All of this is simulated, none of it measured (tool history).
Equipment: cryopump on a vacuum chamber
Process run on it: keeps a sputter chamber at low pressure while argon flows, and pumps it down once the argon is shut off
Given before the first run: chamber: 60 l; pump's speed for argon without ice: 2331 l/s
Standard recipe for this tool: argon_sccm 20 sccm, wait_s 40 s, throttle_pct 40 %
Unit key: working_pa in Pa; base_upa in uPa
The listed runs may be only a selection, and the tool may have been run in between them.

Run 1, day 0: usual settings. Result: working_pa 0.0377 Pa, base_upa 2.68 uPa.
Run 2, day 1.667: usual settings. Result: working_pa 0.0385 Pa, base_upa 2.72 uPa.
Run 3, day 3.833: usual settings. Result: working_pa 0.0386 Pa, base_upa 2.74 uPa.
Run 4, day 5.442: usual settings. Result: working_pa 0.0387 Pa, base_upa 2.83 uPa.
Run 5, day 7.696: usual settings. Result: working_pa 0.0389 Pa, base_upa 2.91 uPa.
Run 6, day 8.775: usual settings. Result: working_pa 0.0391 Pa, base_upa 2.95 uPa.
Run 7, day 10.221: usual settings. Result: working_pa 0.0396 Pa, base_upa 2.95 uPa.
At day 10.758: pump warmed up, emptied and cooled again.
Run 8, day 12.038: usual settings but wait_s 82 s. Result: working_pa 0.0369 Pa, base_upa 2.07 uPa.
Run 9, day 13.862: usual settings but wait_s 82 s. Result: working_pa 0.0373 Pa, base_upa 2.07 uPa.
At day 14.429: leaking fittings of the chamber tightened, without venting.
Run 10, day 14.917: usual settings but wait_s 29 s, throttle_pct 29 %. Result: working_pa 0.0512 Pa, base_upa 2.38 uPa.
Run 11, day 16.788: usual settings but argon_sccm 17 sccm, wait_s 29 s, throttle_pct 29 %. Result: working_pa 0.0439 Pa, base_upa 2.38 uPa.
Run 12, day 18.646: usual settings but argon_sccm 17 sccm, wait_s 29 s, throttle_pct 29 %. Result: working_pa 0.0439 Pa, base_upa 2.42 uPa.
Run 13, day 19.621: usual settings but argon_sccm 17 sccm, wait_s 29 s, throttle_pct 29 %. Result: working_pa 0.0439 Pa, base_upa 2.41 uPa.
Run 14, day 20.608: usual settings but argon_sccm 19 sccm, throttle_pct 41 %. Result: working_pa 0.0352 Pa, base_upa 1.84 uPa.
Run 15, day 22.292: usual settings but argon_sccm 19 sccm, throttle_pct 41 %. Result: working_pa 0.0355 Pa, base_upa 1.86 uPa.
Run 16, day 24.171: usual settings but argon_sccm 28 sccm, wait_s 25 s, throttle_pct 43 %. Result: working_pa 0.0507 Pa, base_upa 2.87 uPa.
Run 17, day 26.35: usual settings but argon_sccm 16 sccm, wait_s 22 s, throttle_pct 26 %. Result: working_pa 0.0469 Pa, base_upa 3.22 uPa.
Run 18, day 28.492: usual settings but argon_sccm 14 sccm. Result: working_pa 0.0274 Pa, base_upa 1.96 uPa.

Here are 4 independent what-if runs from the current tool condition. What would each one return?
Run A, day 30.05: usual settings but wait_s 25 s. Result: working_pa ?, base_upa ?.
Run B, day 30.05: usual settings but argon_sccm 14 sccm, wait_s 56 s. Result: working_pa ?, base_upa ?.
Run C, day 30.05: usual settings but wait_s 150 s. Result: working_pa ?, base_upa ?.
Run D, day 30.05: usual settings but argon_sccm 22 sccm, throttle_pct 33 %. Result: working_pa ?, base_upa ?.

run  working_pa  base_upa
  A      0.0396      2.96
  B      0.0275      1.54
  C      0.0394      0.84
  D      0.0518      2.04
The same runs, with their run-to-run variation unchanged, on a tool lacking any hidden condition would have given:
run  working_pa  base_upa
  A      0.0365      2.65
  B      0.0253      1.24
  C      0.0363      0.52
  D      0.0484      1.72
